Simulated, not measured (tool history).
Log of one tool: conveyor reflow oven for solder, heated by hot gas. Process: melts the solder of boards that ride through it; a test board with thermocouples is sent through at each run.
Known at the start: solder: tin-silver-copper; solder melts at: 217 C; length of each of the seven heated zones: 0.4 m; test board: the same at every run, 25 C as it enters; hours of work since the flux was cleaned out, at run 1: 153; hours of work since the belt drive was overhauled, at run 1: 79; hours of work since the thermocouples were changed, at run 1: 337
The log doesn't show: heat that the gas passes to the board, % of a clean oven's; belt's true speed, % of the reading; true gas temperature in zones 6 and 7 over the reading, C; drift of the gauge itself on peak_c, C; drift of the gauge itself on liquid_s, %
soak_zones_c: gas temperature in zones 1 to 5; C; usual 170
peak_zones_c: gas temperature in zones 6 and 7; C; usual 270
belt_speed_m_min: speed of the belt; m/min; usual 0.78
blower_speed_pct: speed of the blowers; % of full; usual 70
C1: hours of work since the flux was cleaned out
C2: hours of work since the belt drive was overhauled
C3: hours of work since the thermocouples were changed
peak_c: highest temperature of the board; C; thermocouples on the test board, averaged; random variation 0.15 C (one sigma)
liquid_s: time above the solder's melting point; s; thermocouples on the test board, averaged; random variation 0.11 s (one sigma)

Run 1, hour 0: usual settings; C1 153; C2 79; C3 337. Result: peak_c 249.6 C, liquid_s 42.6 s.
Run 2, hour 34.1: usual settings but peak_zones_c 280 C; C1 172; C2 98; C3 356. Result: peak_c 257.9 C, liquid_s 47.1 s.
Run 3, hour 72.1: usual settings but belt_speed_m_min 0.755 m/min; C1 192; C2 119; C3 377. Result: peak_c 250.1 C, liquid_s 44.6 s.
Run 4, hour 121.7: usual settings but peak_zones_c 268 C; C1 220; C2 146; C3 404. Result: peak_c 247.3 C, liquid_s 40.8 s.
Run 5, hour 158.2: usual settings but peak_zones_c 268 C; C1 240; C2 166; C3 424. Result: peak_c 247.1 C, liquid_s 41.1 s.
Run 6, hour 185.5: usual settings but peak_zones_c 273 C; C1 255; C2 181; C3 439. Result: peak_c 251 C, liquid_s 43.5 s.
Run 7, hour 213.6: usual settings but peak_zones_c 273 C; C1 270; C2 196; C3 454. Result: peak_c 251 C, liquid_s 43.4 s.
At hour 267.1: flux residue cleaned out of gas plates and filters.
Run 8, hour 268: usual settings but peak_zones_c 273 C; C1 0; C2 224; C3 482. Result: peak_c 252.6 C, liquid_s 44.7 s.
Run 9, hour 309.9: usual settings but peak_zones_c 273 C; C1 23; C2 247; C3 505. Result: peak_c 252.6 C, liquid_s 44.7 s.
At hour 336.2: thermocouples of zones 6 and 7 changed.
Run 10, hour 342.3: usual settings but peak_zones_c 273 C; C1 40; C2 263; C3 3. Result: peak_c 253.7 C, liquid_s 45.2 s.
Run 11, hour 390.4: usual settings but peak_zones_c 273 C; C1 67; C2 290; C3 30. Result: peak_c 253.6 C, liquid_s 45 s.
Run 12, hour 430.3: usual settings but peak_zones_c 273 C; C1 88; C2 312; C3 52. Result: peak_c 253.1 C, liquid_s 44.9 s.
Run 13, hour 469: usual settings but belt_speed_m_min 0.92 m/min; C1 110; C2 333; C3 73. Result: peak_c 244.4 C, liquid_s 31.9 s.
Run 14, hour 514.1: usual settings but belt_speed_m_min 0.92 m/min; C1 134; C2 358; C3 98. Result: peak_c 244 C, liquid_s 31.7 s.
Run 15, hour 549.1: usual settings but belt_speed_m_min 0.92 m/min; C1 154; C2 377; C3 117. Result: peak_c 243.5 C, liquid_s 31.4 s.
Run 16, hour 587.9: usual settings but belt_speed_m_min 0.92 m/min; C1 175; C2 398; C3 138. Result: peak_c 243.4 C, liquid_s 31.4 s.
Run 17, hour 611.9: usual settings but belt_speed_m_min 0.72 m/min; C1 188; C2 411; C3 151. Result: peak_c 252.3 C, liquid_s 48.9 s.
Run 18, hour 638.3: usual settings but soak_zones_c 168 C, peak_zones_c 266 C, belt_speed_m_min 0.727 m/min; C1 203; C2 426; C3 166. Result: peak_c 248 C, liquid_s 44.8 s.
Run 19, hour 681.4: usual settings but soak_zones_c 168 C, peak_zones_c 261 C, belt_speed_m_min 0.777 m/min, blower_speed_pct 64 % of full; C1 226; C2 449; C3 189. Result: peak_c 240.1 C, liquid_s 35.3 s.
Run 20, hour 724.6: usual settings but soak_zones_c 164 C, peak_zones_c 274 C, belt_speed_m_min 0.88 m/min, blower_speed_pct 81 % of full; C1 250; C2 473; C3 213. Result: peak_c 248.5 C, liquid_s 35.6 s.
Run 21, hour 764.8: usual settings but soak_zones_c 166 C, peak_zones_c 274 C; C1 272; C2 495; C3 235. Result: peak_c 251.8 C, liquid_s 42.8 s.
Run 22, hour 800.4: usual settings but belt_speed_m_min 0.791 m/min; C1 292; C2 515; C3 255. Result: peak_c 248.3 C, liquid_s 41.1 s.
At hour 813: flux residue cleaned out of gas plates and filters.
Run 23, hour 841.9: usual settings but soak_zones_c 172 C, belt_speed_m_min 0.791 m/min; C1 16; C2 535; C3 275. Result: peak_c 250.7 C, liquid_s 43.4 s.
Run 24, hour 874.5: usual settings but soak_zones_c 172 C, belt_speed_m_min 0.632 m/min; C1 34; C2 553; C3 293. Result: peak_c 256.9 C, liquid_s 60.3 s.
Run 25, hour 917.1: usual settings but soak_zones_c 172 C, belt_speed_m_min 0.632 m/min; C1 57; C2 576; C3 316. Result: peak_c 256.8 C, liquid_s 60.1 s.
Run 26, hour 948.4: usual settings but soak_zones_c 172 C, peak_zones_c 262 C, belt_speed_m_min 0.632 m/min; C1 74; C2 593; C3 333. Result: peak_c 249.4 C, liquid_s 56 s.
Run 27, hour 994.7: usual settings but soak_zones_c 172 C, peak_zones_c 262 C, belt_speed_m_min 0.632 m/min; C1 100; C2 619; C3 359. Result: peak_c 249.2 C, liquid_s 55.8 s.
Run 28, hour 1016.8: usual settings but soak_zones_c 159 C, peak_zones_c 277 C, belt_speed_m_min 0.889 m/min, blower_speed_pct 81 % of full; C1 112; C2 631; C3 371. Result: peak_c 250.6 C, liquid_s 35.3 s.
Run 29, hour 1039.3: usual settings but soak_zones_c 159 C, peak_zones_c 277 C, belt_speed_m_min 0.889 m/min, blower_speed_pct 81 % of full; C1 124; C2 643; C3 383. Result: peak_c 250.5 C, liquid_s 35.4 s.
Run 30, hour 1062.9: usual settings but soak_zones_c 168 C, peak_zones_c 264 C, belt_speed_m_min 0.889 m/min, blower_speed_pct 85 % of full; C1 137; C2 656; C3 396. Result: peak_c 242.2 C, liquid_s 32.4 s.
Run 31, hour 1089.4: usual settings but soak_zones_c 168 C, peak_zones_c 264 C, belt_speed_m_min 0.632 m/min, blower_speed_pct 62 % of full; C1 152; C2 671; C3 411. Result: peak_c 248.7 C, liquid_s 53.5 s.

Forecast each of these 4 alternatives for the next run:
Run A, hour 1126.6: usual settings but soak_zones_c 168 C, peak_zones_c 275 C, belt_speed_m_min 0.632 m/min, blower_speed_pct 72 % of full; C1 172; C2 691; C3 431. Result: peak_c ?, liquid_s ?.
Run B, hour 1126.6: usual settings but soak_zones_c 180 C, blower_speed_pct 65 % of full; C1 172; C2 691; C3 431. Result: peak_c ?, liquid_s ?.
Run C, hour 1126.6: usual settings but soak_zones_c 185 C, belt_speed_m_min 0.926 m/min; C1 172; C2 691; C3 431. Result: peak_c ?, liquid_s ?.
Run D, hour 1126.6: usual settings but peak_zones_c 260 C, belt_speed_m_min 0.841 m/min, blower_speed_pct 61 % of full; C1 172; C2 691; C3 431. Result: peak_c ?, liquid_s ?.

run  peak_c  liquid_s
  A   260.1      61.1
  B     250        46
  C   246.5      37.3
  D   236.3      29.2
Without the tool's hidden state the same runs would have given:
run  peak_c  liquid_s
  A   262.7      62.2
  B   252.6      47.3
  C   249.1      38.8
  D   238.9      31.4
